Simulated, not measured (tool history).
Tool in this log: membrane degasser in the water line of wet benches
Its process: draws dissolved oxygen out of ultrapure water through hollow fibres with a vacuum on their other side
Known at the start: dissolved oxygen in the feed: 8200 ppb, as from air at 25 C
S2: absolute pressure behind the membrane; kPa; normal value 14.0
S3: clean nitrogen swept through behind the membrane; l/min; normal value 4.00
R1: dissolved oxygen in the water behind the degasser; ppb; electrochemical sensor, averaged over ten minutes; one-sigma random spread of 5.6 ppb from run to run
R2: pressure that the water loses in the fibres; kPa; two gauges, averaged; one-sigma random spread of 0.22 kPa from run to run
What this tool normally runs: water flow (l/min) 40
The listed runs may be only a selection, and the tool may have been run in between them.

{"run": 1, "day": 0.0, "water flow (l/min)": 40, "S2": 14.0, "S3": 4.0, "R1": 582.8, "R2": 56.23}
{"run": 2, "day": 2.583, "water flow (l/min)": 40, "S2": 14.0, "S3": 4.0, "R1": 572.8, "R2": 56.3}
{"run": 3, "day": 6.238, "water flow (l/min)": 40, "S2": 14.0, "S3": 4.0, "R1": 579.7, "R2": 56.27}
{"run": 4, "day": 8.862, "water flow (l/min)": 40, "S2": 14.0, "S3": 4.0, "R1": 586.9, "R2": 56.28}
{"run": 5, "day": 11.021, "water flow (l/min)": 40, "S2": 14.0, "S3": 4.0, "R1": 574.9, "R2": 56.33}
{"run": 6, "day": 14.196, "water flow (l/min)": 40, "S2": 14.0, "S3": 4.0, "R1": 580.3, "R2": 56.14}
{"run": 7, "day": 17.742, "water flow (l/min)": 40, "S2": 12.5, "S3": 4.0, "R1": 544.4, "R2": 56.27}
{"run": 8, "day": 19.438, "water flow (l/min)": 40, "S2": 12.5, "S3": 4.0, "R1": 556.1, "R2": 56.37}
{"run": 9, "day": 22.75, "water flow (l/min)": 40, "S2": 14.0, "S3": 4.0, "R1": 591.6, "R2": 56.11}
{"run": 10, "day": 24.517, "water flow (l/min)": 40, "S2": 14.0, "S3": 4.0, "R1": 585.6, "R2": 56.92}
{"run": 11, "day": 26.767, "water flow (l/min)": 40, "S2": 14.0, "S3": 4.0, "R1": 576.4, "R2": 56.44}
{"run": 12, "day": 30.454, "water flow (l/min)": 40, "S2": 14.0, "S3": 4.0, "R1": 589.3, "R2": 56.41}
{"run": 13, "day": 33.971, "water flow (l/min)": 40, "S2": 14.0, "S3": 4.0, "R1": 585.1, "R2": 56.67}
{"run": 14, "day": 36.996, "water flow (l/min)": 40, "S2": 14.0, "S3": 4.0, "R1": 590.5, "R2": 56.81}
{"run": 15, "day": 40.383, "water flow (l/min)": 40, "S2": 14.0, "S3": 4.0, "R1": 574.6, "R2": 56.87}
{"run": 16, "day": 43.912, "water flow (l/min)": 40, "S2": 14.0, "S3": 6.33, "R1": 506.4, "R2": 56.73}
{"run": 17, "day": 46.867, "water flow (l/min)": 40, "S2": 14.0, "S3": 6.33, "R1": 506.1, "R2": 56.51}
{"day": 49.092, "done": "vacuum gauge calibrated"}
{"run": 18, "day": 49.092, "water flow (l/min)": 40, "S2": 14.0, "S3": 6.33, "R1": 515.1, "R2": 56.62}
{"run": 19, "day": 52.446, "water flow (l/min)": 40, "S2": 14.0, "S3": 6.33, "R1": 499.6, "R2": 56.72}
{"run": 20, "day": 54.638, "water flow (l/min)": 40, "S2": 14.0, "S3": 6.33, "R1": 496.2, "R2": 56.84}
{"run": 21, "day": 58.146, "water flow (l/min)": 32, "S2": 11.9, "S3": 3.62, "R1": 436.7, "R2": 45.57}
{"run": 22, "day": 61.0, "water flow (l/min)": 44, "S2": 9.6, "S3": 1.61, "R1": 735.8, "R2": 62.71}
{"run": 23, "day": 64.788, "water flow (l/min)": 61, "S2": 14.0, "S3": 4.95, "R1": 821.4, "R2": 87.04}
{"run": 24, "day": 67.229, "water flow (l/min)": 61, "S2": 14.0, "S3": 4.95, "R1": 832.5, "R2": 86.95}
{"run": 25, "day": 70.983, "water flow (l/min)": 42, "S2": 17.4, "S3": 4.0, "R1": 689.6, "R2": 59.79}
{"run": 26, "day": 72.688, "water flow (l/min)": 30, "S2": 28.8, "S3": 2.18, "R1": 958.4, "R2": 42.81}
{"run": 27, "day": 76.204, "water flow (l/min)": 29, "S2": 10.3, "S3": 2.18, "R1": 437.4, "R2": 41.24}
{"run": 28, "day": 78.788, "water flow (l/min)": 29, "S2": 10.3, "S3": 2.18, "R1": 440.0, "R2": 41.6}
{"run": 29, "day": 81.929, "water flow (l/min)": 34, "S2": 14.0, "S3": 4.0, "R1": 493.0, "R2": 48.64}
{"run": 30, "day": 85.204, "water flow (l/min)": 27, "S2": 18.9, "S3": 2.47, "R1": 586.3, "R2": 38.7}
{"run": 31, "day": 86.812, "water flow (l/min)": 37, "S2": 15.5, "S3": 4.0, "R1": 568.8, "R2": 52.76}

3 ways to go on from here, each from the tool as it stands after run 31. What would each give?
{"run": "A", "day": 89.258, "water flow (l/min)": 37, "S2": 15.5, "S3": 2.33, "R1": "?", "R2": "?"}
{"run": "B", "day": 89.258, "water flow (l/min)": 40, "S2": 20.4, "S3": 4.0, "R1": "?", "R2": "?"}
{"run": "C", "day": 89.258, "water flow (l/min)": 37, "S2": 15.5, "S3": 2.19, "R1": "?", "R2": "?"}

run=A R1=719.9 R2=52.55
run=B R1=730.3 R2=56.87
run=C R1=750.2 R2=52.40
Had the tool no hidden state, the same runs would have come out as:
run=A R1=688.3 R2=50.86
run=B R1=695.8 R2=55.02
run=C R1=718.4 R2=50.70

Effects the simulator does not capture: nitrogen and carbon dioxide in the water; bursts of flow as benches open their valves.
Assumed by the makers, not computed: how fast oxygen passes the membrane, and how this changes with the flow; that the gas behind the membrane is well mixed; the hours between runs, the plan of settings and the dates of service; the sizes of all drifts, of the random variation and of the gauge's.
